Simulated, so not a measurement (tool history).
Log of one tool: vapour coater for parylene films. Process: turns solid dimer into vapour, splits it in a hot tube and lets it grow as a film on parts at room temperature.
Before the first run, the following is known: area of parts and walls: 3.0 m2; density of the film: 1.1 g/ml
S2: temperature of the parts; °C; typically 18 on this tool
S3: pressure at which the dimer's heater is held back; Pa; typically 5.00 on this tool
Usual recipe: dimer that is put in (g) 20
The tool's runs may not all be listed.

Run 1, hour 0.0: usual settings. Result: thickness of the film (µm) 3.10.
Run 2, hour 12.3: usual settings. Result: thickness of the film (µm) 3.10.
Run 3, hour 36.6: usual settings. Result: thickness of the film (µm) 3.08.
Run 4, hour 58.6: usual settings. Result: thickness of the film (µm) 3.04.
Run 5, hour 84.9: usual settings. Result: thickness of the film (µm) 3.00.
Run 6, hour 108.3: usual settings but dimer that is put in (g) 9. Result: thickness of the film (µm) 1.35.
Run 7, hour 133.8: usual settings but dimer that is put in (g) 14. Result: thickness of the film (µm) 2.07.
Run 8, hour 155.8: usual settings but dimer that is put in (g) 10. Result: thickness of the film (µm) 1.50.
Run 9, hour 175.0: usual settings but dimer that is put in (g) 10. Result: thickness of the film (µm) 1.46.
Run 10, hour 187.7: usual settings but dimer that is put in (g) 10. Result: thickness of the film (µm) 1.49.
Run 11, hour 209.2: usual settings but dimer that is put in (g) 10. Result: thickness of the film (µm) 1.51.
Run 12, hour 229.7: usual settings but dimer that is put in (g) 10. Result: thickness of the film (µm) 1.50.
At hour 233.0: table's thermometer calibrated.
Run 13, hour 254.6: usual settings. Result: thickness of the film (µm) 2.92.
Run 14, hour 266.2: usual settings but S3 2.32 Pa. Result: thickness of the film (µm) 3.33.
Run 15, hour 278.9: usual settings but S3 2.32 Pa. Result: thickness of the film (µm) 3.33.
Run 16, hour 299.0: usual settings but S3 2.32 Pa. Result: thickness of the film (µm) 3.32.
Run 17, hour 314.0: usual settings but S3 2.32 Pa. Result: thickness of the film (µm) 3.28.
Run 18, hour 325.4: usual settings but S2 14 °C, S3 2.32 Pa. Result: thickness of the film (µm) 3.97.
Run 19, hour 341.1: usual settings but dimer that is put in (g) 34. Result: thickness of the film (µm) 4.94.
Run 20, hour 360.0: usual settings but dimer that is put in (g) 34. Result: thickness of the film (µm) 4.87.
Run 21, hour 376.4: usual settings but S3 4.63 Pa. Result: thickness of the film (µm) 2.92.
At hour 393.1: table's thermometer calibrated, once more.
Run 22, hour 400.1: usual settings but S3 4.63 Pa. Result: thickness of the film (µm) 2.90.
Run 23, hour 425.3: usual settings but S2 17 °C, S3 5.48 Pa. Result: thickness of the film (µm) 2.89.
Run 24, hour 440.7: usual settings but S2 17 °C, S3 5.48 Pa. Result: thickness of the film (µm) 2.94.
At hour 455.5: trap's valve overhauled.
Run 25, hour 464.1: usual settings but S3 4.48 Pa. Result: thickness of the film (µm) 3.17.
Run 26, hour 475.2: usual settings but S3 4.48 Pa. Result: thickness of the film (µm) 3.15.
Run 27, hour 492.3: usual settings but dimer that is put in (g) 34, S2 14 °C, S3 4.71 Pa. Result: thickness of the film (µm) 6.41.
Run 28, hour 508.7: usual settings but dimer that is put in (g) 34, S2 14 °C, S3 4.71 Pa. Result: thickness of the film (µm) 6.47.
Run 29, hour 523.0: usual settings but dimer that is put in (g) 8, S2 11 °C, S3 2.46 Pa. Result: thickness of the film (µm) 1.91.
Run 30, hour 536.2: usual settings but dimer that is put in (g) 24, S2 13 °C, S3 3.21 Pa. Result: thickness of the film (µm) 5.01.
Run 31, hour 552.1: usual settings but dimer that is put in (g) 15, S2 19 °C, S3 8.65 Pa. Result: thickness of the film (µm) 1.99.
Run 32, hour 575.3: usual settings but dimer that is put in (g) 30, S3 3.90 Pa. Result: thickness of the film (µm) 4.80.
Run 33, hour 602.7: usual settings but dimer that is put in (g) 30, S3 3.90 Pa. Result: thickness of the film (µm) 4.69.
Run 34, hour 620.8: usual settings but dimer that is put in (g) 35, S2 13 °C, S3 3.90 Pa. Result: thickness of the film (µm) 6.92.
Run 35, hour 639.3: usual settings but dimer that is put in (g) 18, S3 2.14 Pa. Result: thickness of the film (µm) 3.14.
Run 36, hour 652.3: usual settings but dimer that is put in (g) 18, S3 2.14 Pa. Result: thickness of the film (µm) 3.10.
Run 37, hour 669.0: usual settings but dimer that is put in (g) 13, S2 14 °C, S3 2.11 Pa. Result: thickness of the film (µm) 2.65.
Run 38, hour 685.2: usual settings but dimer that is put in (g) 13, S2 14 °C, S3 2.11 Pa. Result: thickness of the film (µm) 2.70.
Run 39, hour 710.9: usual settings but dimer that is put in (g) 11, S2 11 °C, S3 2.11 Pa. Result: thickness of the film (µm) 2.62.
Run 40, hour 733.2: usual settings but dimer that is put in (g) 14, S2 12 °C, S3 8.93 Pa. Result: thickness of the film (µm) 2.49.
Run 41, hour 744.4: usual settings but dimer that is put in (g) 14, S2 12 °C, S3 8.93 Pa. Result: thickness of the film (µm) 2.48.
Run 42, hour 769.1: usual settings but dimer that is put in (g) 21, S2 12 °C, S3 8.93 Pa. Result: thickness of the film (µm) 3.73.
Run 43, hour 782.7: usual settings but dimer that is put in (g) 21, S2 12 °C, S3 8.93 Pa. Result: thickness of the film (µm) 3.68.

Results per run with the tool's hidden condition removed, run-to-run variation unchanged:
Hidden state at play: vapour lost through the trap's worn valve, %; true temperature of the parts over the reading, C; drift of the gauge itself on film_um, %.
run  thickness of the film (µm)
  1                        3.13
  2                        3.14
  3                        3.13
  4                        3.10
  5                        3.08
  6                        1.39
  7                        2.14
  8                        1.56
  9                        1.53
 10                        1.56
 11                        1.58
 12                        1.58
 13                        3.10
 14                        3.54
 15                        3.55
 16                        3.55
 17                        3.52
 18                        4.27
 19                        5.33
 20                        5.27
 21                        3.17
 22                        3.15
 23                        3.16
 24                        3.22
 25                        3.18
 26                        3.16
 27                        6.46
 28                        6.55
 29                        1.94
 30                        5.09
 31                        2.03
 32                        4.91
 33                        4.83
 34                        7.14
 35                        3.26
 36                        3.22
 37                        2.77
 38                        2.82
 39                        2.75
 40                        2.63
 41                        2.62
 42                        3.97
 43                        3.92
